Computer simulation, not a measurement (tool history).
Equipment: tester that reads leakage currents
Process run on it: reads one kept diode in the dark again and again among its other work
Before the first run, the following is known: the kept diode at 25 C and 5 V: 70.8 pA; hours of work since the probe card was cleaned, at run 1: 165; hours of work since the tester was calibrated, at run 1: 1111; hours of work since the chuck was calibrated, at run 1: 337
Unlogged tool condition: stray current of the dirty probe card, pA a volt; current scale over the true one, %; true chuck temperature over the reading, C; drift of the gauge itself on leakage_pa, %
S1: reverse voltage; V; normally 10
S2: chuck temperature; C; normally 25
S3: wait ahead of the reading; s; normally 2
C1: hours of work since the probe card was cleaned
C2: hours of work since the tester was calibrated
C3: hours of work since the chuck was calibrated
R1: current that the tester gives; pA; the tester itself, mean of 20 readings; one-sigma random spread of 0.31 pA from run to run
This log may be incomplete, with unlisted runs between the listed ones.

Run 1, hour 0: usual settings; C1 165; C2 1111; C3 337. Result: R1 100.89 pA.
Run 2, hour 93.3: usual settings; C1 229; C2 1175; C3 401. Result: R1 100.93 pA.
Run 3, hour 180.2: usual settings; C1 289; C2 1235; C3 461. Result: R1 101.39 pA.
Run 4, hour 231: usual settings but S3 2.43 s; C1 324; C2 1270; C3 496. Result: R1 101.33 pA.
Run 5, hour 321: usual settings but S3 2.43 s; C1 386; C2 1331; C3 557. Result: R1 101.08 pA.
Run 6, hour 387.3: usual settings but S3 2.43 s; C1 431; C2 1377; C3 603. Result: R1 100.68 pA.
Run 7, hour 457.1: usual settings but S2 41 C, S3 2.43 s; C1 479; C2 1425; C3 651. Result: R1 391.51 pA.
Run 8, hour 512.7: usual settings but S2 41 C, S3 2.43 s; C1 517; C2 1463; C3 689. Result: R1 391.21 pA.
At hour 547.7: chuck's temperature calibrated.
Run 9, hour 579.5: usual settings but S2 41 C, S3 2.43 s; C1 561; C2 1507; C3 22. Result: R1 405.67 pA.
Run 10, hour 643.3: usual settings but S1 11.9 V; C1 605; C2 1551; C3 66. Result: R1 115.18 pA.
Run 11, hour 685.9: usual settings but S1 7.7 V; C1 634; C2 1580; C3 95. Result: R1 90.98 pA.
Run 12, hour 744: usual settings but S1 7.7 V; C1 674; C2 1620; C3 135. Result: R1 91.24 pA.
Run 13, hour 820.4: usual settings but S1 7.7 V; C1 727; C2 1672; C3 187. Result: R1 90.64 pA.
Run 14, hour 914.3: usual settings; C1 791; C2 1737; C3 251. Result: R1 104.42 pA.
Run 15, hour 970.9: usual settings but S3 1.31 s; C1 830; C2 1775; C3 290. Result: R1 104.62 pA.
Run 16, hour 1034.1: usual settings but S3 1.31 s; C1 873; C2 1819; C3 333. Result: R1 104.17 pA.
Run 17, hour 1092: usual settings but S2 30 C, S3 1.31 s; C1 913; C2 1858; C3 373. Result: R1 160.2 pA.
Run 18, hour 1144.1: usual settings but S2 45 C; C1 949; C2 1894; C3 409. Result: R1 549.42 pA.
Run 19, hour 1228: usual settings; C1 1006; C2 1952; C3 466. Result: R1 104.09 pA.
Run 20, hour 1284.8: usual settings but S1 1.9 V, S2 21 C; C1 1045; C2 1991; C3 505. Result: R1 29.53 pA.
Run 21, hour 1372.6: usual settings but S1 1.9 V, S3 0.31 s; C1 1105; C2 2051; C3 566. Result: R1 42.82 pA.
Run 22, hour 1421.3: usual settings but S1 1.9 V, S2 45 C, S3 0.31 s; C1 1139; C2 2084; C3 599. Result: R1 226.44 pA.
Run 23, hour 1514.6: usual settings but S1 1.9 V, S2 45 C, S3 0.31 s; C1 1203; C2 2148; C3 663. Result: R1 225.15 pA.
At hour 1585.1: chuck's temperature calibrated.
Run 24, hour 1602.9: usual settings but S1 4.5 V, S2 44 C, S3 4.42 s; C1 1262; C2 2207; C3 12. Result: R1 337.2 pA.
Run 25, hour 1690.5: usual settings but S1 19.3 V, S2 23 C, S3 0.68 s; C1 1322; C2 2267; C3 72. Result: R1 134.67 pA.
Run 26, hour 1745.8: usual settings but S1 9 V, S2 24 C, S3 0.68 s; C1 1360; C2 2305; C3 110. Result: R1 93.66 pA.
Run 27, hour 1800.6: usual settings but S3 3.28 s; C1 1397; C2 2343; C3 148. Result: R1 107.12 pA.
Run 28, hour 1879.5: usual settings but S1 2.3 V, S3 3.28 s; C1 1451; C2 2397; C3 202. Result: R1 47.84 pA.
Run 29, hour 1968.9: usual settings but S2 31 C; C1 1513; C2 2458; C3 263. Result: R1 176.84 pA.
Run 30, hour 2028.2: usual settings but S1 2.4 V, S2 57 C; C1 1553; C2 2499; C3 304. Result: R1 645.1 pA.
Run 31, hour 2107: usual settings but S1 9.9 V, S2 23 C, S3 6.47 s; C1 1607; C2 2553; C3 358. Result: R1 89.56 pA.
Run 32, hour 2164.8: usual settings but S1 3.7 V, S3 1.25 s; C1 1647; C2 2593; C3 397. Result: R1 61.73 pA.
Run 33, hour 2252.9: usual settings but S1 12.9 V; C1 1707; C2 2653; C3 458. Result: R1 123.33 pA.
Run 34, hour 2319.3: usual settings but S1 12.9 V; C1 1753; C2 2699; C3 503. Result: R1 123.24 pA.
Run 35, hour 2390.5: usual settings but S1 6.6 V, S2 39 C, S3 6.7 s; C1 1802; C2 2747; C3 552. Result: R1 268.85 pA.
Run 36, hour 2473.4: usual settings but S1 1.7 V, S3 0.59 s; C1 1859; C2 2804; C3 609. Result: R1 40.15 pA.
Run 37, hour 2515.4: usual settings but S1 2.3 V, S2 21 C, S3 7.82 s; C1 1887; C2 2833; C3 638. Result: R1 33.25 pA.
Run 38, hour 2605.4: usual settings but S1 2.3 V, S2 21 C, S3 7.82 s; C1 1949; C2 2895; C3 700. Result: R1 32.87 pA.

Below, some changes in R1 between adjacent runs. For each, the amount present without the hidden state too (settings, incoming material, random variation) and the amount remaining for the hidden state with gauge scatter not shared by both compared results:
Run 8 -> 9: chuck's temperature calibrated. R1 +14.46 pA: hidden state +14.87, all else -0.41.
Run 18 -> 19: S2 45 -> 25. R1 -445.33 pA: hidden state +12.67, all else -458.
Run 29 -> 30: S1 10 -> 2.4, S2 31 -> 57. R1 +468.26 pA: hidden state -20.17, all else +488.43.
Run 30 -> 31: S1 2.4 -> 9.9, S2 57 -> 23, S3 2 -> 6.47. R1 -555.54 pA: hidden state +22.62, all else -578.16.
